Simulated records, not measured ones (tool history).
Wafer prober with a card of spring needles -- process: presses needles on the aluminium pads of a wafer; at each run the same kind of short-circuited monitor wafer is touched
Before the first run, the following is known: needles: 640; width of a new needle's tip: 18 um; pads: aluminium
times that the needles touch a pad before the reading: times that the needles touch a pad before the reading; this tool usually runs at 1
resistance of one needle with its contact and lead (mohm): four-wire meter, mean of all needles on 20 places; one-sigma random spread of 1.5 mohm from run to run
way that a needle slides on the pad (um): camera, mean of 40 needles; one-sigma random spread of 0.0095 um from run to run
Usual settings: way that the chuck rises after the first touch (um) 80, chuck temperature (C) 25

run	day	way that the chuck rises after the first touch (um)	chuck temperature (C)	times that the needles touch a pad before the reading	resistance of one needle with its contact and lead (mohm)	way that a needle slides on the pad (um)
1	0.000	80	25	1	144	15.148
# day 0.858: tips cleaned on abrasive film
# day 1.500: height of the first contact set anew
# day 1.933: tips cleaned on abrasive film
# day 2.788: tips cleaned on abrasive film
2	2.988	80	25	1	176	15.264
# day 3.796: tips cleaned on abrasive film
# day 4.788: tips cleaned on abrasive film
3	4.896	80	25	1	161	15.222
# day 5.683: tips cleaned on abrasive film
# day 6.696: tips cleaned on abrasive film
# day 7.729: tips cleaned on abrasive film
4	8.062	80	25	1	190	15.168
# day 8.646: tips cleaned on abrasive film
# day 9.654: tips cleaned on abrasive film
# day 10.646: tips cleaned on abrasive film
5	10.788	80	25	1	177	15.109
# day 11.012: height of the first contact set anew
# day 11.658: tips cleaned on abrasive film
# day 12.517: tips cleaned on abrasive film
# day 13.433: tips cleaned on abrasive film
6	13.433	80	25	1	142	15.256
# day 14.429: tips cleaned on abrasive film
7	15.071	80	25	1	212	15.210
# day 15.496: tips cleaned on abrasive film
# day 16.525: tips cleaned on abrasive film
# day 17.533: tips cleaned on abrasive film
8	18.354	80	25	1	217	15.171
# day 18.575: tips cleaned on abrasive film
# day 19.592: tips cleaned on abrasive film
# day 20.633: tips cleaned on abrasive film
# day 20.646: height of the first contact set anew
9	20.775	80	25	1	167	15.296
# day 21.608: tips cleaned on abrasive film
10	22.292	62	25	1	254	11.822
# day 22.475: tips cleaned on abrasive film
# day 23.442: tips cleaned on abrasive film
# day 24.346: tips cleaned on abrasive film
11	24.346	80	25	1	147	15.211
# day 25.346: tips cleaned on abrasive film
# day 26.396: tips cleaned on abrasive film
# day 27.446: tips cleaned on abrasive film
12	27.862	80	25	1	205	15.174
# day 28.508: tips cleaned on abrasive film
# day 29.475: tips cleaned on abrasive film
13	29.475	80	25	1	142	15.113
# day 30.329: height of the first contact set anew
# day 30.546: tips cleaned on abrasive film
# day 31.579: tips cleaned on abrasive film
# day 32.475: tips cleaned on abrasive film
14	32.475	80	25	1	144	15.238
# day 33.433: tips cleaned on abrasive film
15	34.246	80	25	1	216	15.224
# day 34.462: tips cleaned on abrasive film
# day 35.433: tips cleaned on abrasive film
# day 36.467: tips cleaned on abrasive film
# day 37.517: tips cleaned on abrasive film
16	37.717	80	25	1	184	15.141
# day 38.500: tips cleaned on abrasive film
# day 39.554: tips cleaned on abrasive film
# day 39.950: height of the first contact set anew
# day 40.438: tips cleaned on abrasive film
17	40.438	80	28	3	144	15.266
# day 41.450: tips cleaned on abrasive film
# day 42.367: tips cleaned on abrasive film
# day 43.346: tips cleaned on abrasive film
18	43.575	89	25	1	181	16.936
# day 44.296: tips cleaned on abrasive film
# day 45.196: tips cleaned on abrasive film
# day 46.192: tips cleaned on abrasive film
# day 47.050: tips cleaned on abrasive film
19	47.096	80	55	3	151	15.153
# day 47.908: tips cleaned on abrasive film
20	48.642	96	46	3	162	18.189
# day 48.858: tips cleaned on abrasive film
# day 49.471: height of the first contact set anew
# day 49.862: tips cleaned on abrasive film
# day 50.904: tips cleaned on abrasive film
21	51.262	96	26	1	184	18.306
# day 51.854: tips cleaned on abrasive film
# day 52.871: tips cleaned on abrasive film
# day 53.825: tips cleaned on abrasive film
22	54.417	96	26	1	194	18.269
# day 54.850: tips cleaned on abrasive film
# day 55.854: tips cleaned on abrasive film
23	55.854	91	25	3	138	17.278
# day 56.729: tips cleaned on abrasive film
# day 57.738: tips cleaned on abrasive film
# day 58.712: tips cleaned on abrasive film
24	58.725	91	25	3	142	17.209
# day 58.954: height of the first contact set anew
# day 59.596: tips cleaned on abrasive film
# day 60.617: tips cleaned on abrasive film
# day 61.475: tips cleaned on abrasive film
25	62.246	82	62	1	219	15.626
# day 62.396: tips cleaned on abrasive film
# day 63.458: tips cleaned on abrasive film
# day 64.458: tips cleaned on abrasive film
26	64.900	87	41	3	163	16.530
# day 65.467: tips cleaned on abrasive film
# day 66.521: tips cleaned on abrasive film
# day 67.475: tips cleaned on abrasive film
27	68.208	88	121	2	188	16.659
# day 68.408: tips cleaned on abrasive film
# day 68.638: height of the first contact set anew
# day 69.425: tips cleaned on abrasive film
# day 70.479: tips cleaned on abrasive film
28	71.067	80	75	1	223	15.263

For run 29, what comes out?
# day 71.500: tips cleaned on abrasive film
# day 72.550: tips cleaned on abrasive film
29	73.029	94	111	2	?	?

{"run 29": {"resistance of one needle with its contact and lead (mohm)": 178, "way that a needle slides on the pad (um)": 17.887}}
Without the tool's hidden state the same run would have given resistance of one needle with its contact and lead (mohm) 149, way that a needle slides on the pad (um) 17.975.
